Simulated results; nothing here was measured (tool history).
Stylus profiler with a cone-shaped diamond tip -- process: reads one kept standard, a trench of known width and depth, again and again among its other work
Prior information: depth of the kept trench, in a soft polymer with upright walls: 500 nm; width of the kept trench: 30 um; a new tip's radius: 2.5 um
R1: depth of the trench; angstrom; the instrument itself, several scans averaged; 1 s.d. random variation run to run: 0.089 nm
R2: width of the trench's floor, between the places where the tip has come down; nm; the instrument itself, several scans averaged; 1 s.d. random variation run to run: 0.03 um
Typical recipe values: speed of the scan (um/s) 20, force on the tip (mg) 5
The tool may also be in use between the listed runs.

run 1 hour=0 | speed_of_the_scan_(um/s)=20 force_on_the_tip_(mg)=5 | R1=5089.4 R2=26780
run 2 hour=42.6 | speed_of_the_scan_(um/s)=20 force_on_the_tip_(mg)=5 | R1=5089.9 R2=26750
run 3 hour=66.5 | speed_of_the_scan_(um/s)=20 force_on_the_tip_(mg)=5 | R1=5088.6 R2=26800
run 4 hour=112 | speed_of_the_scan_(um/s)=20 force_on_the_tip_(mg)=5 | R1=5090.7 R2=26680
run 5 hour=158.6 | speed_of_the_scan_(um/s)=33 force_on_the_tip_(mg)=5 | R1=5089.3 R2=26740
run 6 hour=200.1 | speed_of_the_scan_(um/s)=6 force_on_the_tip_(mg)=5 | R1=5092.4 R2=26750
run 7 hour=227.7 | speed_of_the_scan_(um/s)=6 force_on_the_tip_(mg)=5 | R1=5090.6 R2=26740
run 8 hour=255.5 | speed_of_the_scan_(um/s)=6 force_on_the_tip_(mg)=5 | R1=5090.3 R2=26690
run 9 hour=284.5 | speed_of_the_scan_(um/s)=6 force_on_the_tip_(mg)=5 | R1=5091.4 R2=26740
run 10 hour=305.5 | speed_of_the_scan_(um/s)=22 force_on_the_tip_(mg)=5 | R1=5091.9 R2=26650
run 11 hour=336.7 | speed_of_the_scan_(um/s)=20 force_on_the_tip_(mg)=5 | R1=5090.7 R2=26660
run 12 hour=367.7 | speed_of_the_scan_(um/s)=20 force_on_the_tip_(mg)=5 | R1=5090.4 R2=26610
run 13 hour=388.6 | speed_of_the_scan_(um/s)=20 force_on_the_tip_(mg)=5 | R1=5092.1 R2=26680
run 14 hour=432.9 | speed_of_the_scan_(um/s)=20 force_on_the_tip_(mg)=4.25 | R1=5083.6 R2=26610
run 15 hour=465.9 | speed_of_the_scan_(um/s)=20 force_on_the_tip_(mg)=4.25 | R1=5083.1 R2=26640
run 16 hour=509.9 | speed_of_the_scan_(um/s)=20 force_on_the_tip_(mg)=4.25 | R1=5083.4 R2=26620
run 17 hour=548.5 | speed_of_the_scan_(um/s)=20 force_on_the_tip_(mg)=4.25 | R1=5082.1 R2=26610
run 18 hour=573.7 | speed_of_the_scan_(um/s)=20 force_on_the_tip_(mg)=4.25 | R1=5084.6 R2=26610
run 19 hour=613.4 | speed_of_the_scan_(um/s)=20 force_on_the_tip_(mg)=4.25 | R1=5083.8 R2=26580
run 20 hour=634.8 | speed_of_the_scan_(um/s)=20 force_on_the_tip_(mg)=4.25 | R1=5083.9 R2=26600
run 21 hour=684.3 | speed_of_the_scan_(um/s)=20 force_on_the_tip_(mg)=1.97 | R1=5051.8 R2=26510
run 22 hour=711.7 | speed_of_the_scan_(um/s)=20 force_on_the_tip_(mg)=1.97 | R1=5051.8 R2=26510
run 23 hour=761.2 | speed_of_the_scan_(um/s)=28 force_on_the_tip_(mg)=5 | R1=5093.6 R2=26560
run 24 hour=804.9 | speed_of_the_scan_(um/s)=10 force_on_the_tip_(mg)=4.57 | R1=5088.1 R2=26570
run 25 hour=842.6 | speed_of_the_scan_(um/s)=69 force_on_the_tip_(mg)=12.35 | R1=5165.7 R2=26470
-- hour=846.7 height scale calibrated on a step standard
run 26 hour=893.1 | speed_of_the_scan_(um/s)=22 force_on_the_tip_(mg)=8.24 | R1=5130.9 R2=26510
run 27 hour=921.5 | speed_of_the_scan_(um/s)=65 force_on_the_tip_(mg)=12.84 | R1=5173.8 R2=26490
run 28 hour=967.2 | speed_of_the_scan_(um/s)=11 force_on_the_tip_(mg)=12.84 | R1=5173.2 R2=26490
run 29 hour=1000.2 | speed_of_the_scan_(um/s)=34 force_on_the_tip_(mg)=2.11 | R1=5058.7 R2=26400
run 30 hour=1047.1 | speed_of_the_scan_(um/s)=76 force_on_the_tip_(mg)=10.19 | R1=5150.1 R2=26420
-- hour=1055.7 height scale calibrated on a step standard, once more
run 31 hour=1091.1 | speed_of_the_scan_(um/s)=16 force_on_the_tip_(mg)=2.78 | R1=5059.5 R2=26480
run 32 hour=1137.4 | speed_of_the_scan_(um/s)=16 force_on_the_tip_(mg)=2.78 | R1=5060 R2=26410
run 33 hour=1169.7 | speed_of_the_scan_(um/s)=6 force_on_the_tip_(mg)=1.92 | R1=5046.2 R2=26530
run 34 hour=1211.4 | speed_of_the_scan_(um/s)=11 force_on_the_tip_(mg)=5 | R1=5089 R2=26440
run 35 hour=1262.8 | speed_of_the_scan_(um/s)=14 force_on_the_tip_(mg)=8.44 | R1=5125.8 R2=26390
run 36 hour=1312.8 | speed_of_the_scan_(um/s)=27 force_on_the_tip_(mg)=1.78 | R1=5045 R2=26380
run 37 hour=1362.5 | speed_of_the_scan_(um/s)=6 force_on_the_tip_(mg)=10.9 | R1=5149.5 R2=26410
run 38 hour=1392.3 | speed_of_the_scan_(um/s)=6 force_on_the_tip_(mg)=6.39 | R1=5105.6 R2=26390
run 39 hour=1442.9 | speed_of_the_scan_(um/s)=25 force_on_the_tip_(mg)=5.98 | R1=5100.4 R2=26410
run 40 hour=1464.2 | speed_of_the_scan_(um/s)=13 force_on_the_tip_(mg)=12.84 | R1=5168.3 R2=26320
run 41 hour=1505.7 | speed_of_the_scan_(um/s)=9 force_on_the_tip_(mg)=7.38 | R1=5115.4 R2=26360
run 42 hour=1556.5 | speed_of_the_scan_(um/s)=6 force_on_the_tip_(mg)=1.86 | R1=5046.3 R2=26350
run 43 hour=1600.9 | speed_of_the_scan_(um/s)=27 force_on_the_tip_(mg)=2.35 | R1=5056.8 R2=26280

Branching from run 43: 5 alternative next runs. What would each branch give?
run A hour=1629.7 | speed_of_the_scan_(um/s)=9 force_on_the_tip_(mg)=3.31 | R1=? R2=?
run B hour=1629.7 | speed_of_the_scan_(um/s)=27 force_on_the_tip_(mg)=14.38 | R1=? R2=?
run C hour=1629.7 | speed_of_the_scan_(um/s)=7 force_on_the_tip_(mg)=2.35 | R1=? R2=?
run D hour=1629.7 | speed_of_the_scan_(um/s)=22 force_on_the_tip_(mg)=5 | R1=? R2=?
run E hour=1629.7 | speed_of_the_scan_(um/s)=27 force_on_the_tip_(mg)=7.65 | R1=? R2=?

run=A R1=5069.2 R2=26360
run=B R1=5180.5 R2=26310
run=C R1=5054.9 R2=26330
run=D R1=5090.7 R2=26260
run=E R1=5118.7 R2=26300
With no hidden state in the tool, these same runs would have given:
run=A R1=5066.3 R2=27000
run=B R1=5177.5 R2=26950
run=C R1=5052 R2=26970
run=D R1=5087.7 R2=26900
run=E R1=5115.7 R2=26940

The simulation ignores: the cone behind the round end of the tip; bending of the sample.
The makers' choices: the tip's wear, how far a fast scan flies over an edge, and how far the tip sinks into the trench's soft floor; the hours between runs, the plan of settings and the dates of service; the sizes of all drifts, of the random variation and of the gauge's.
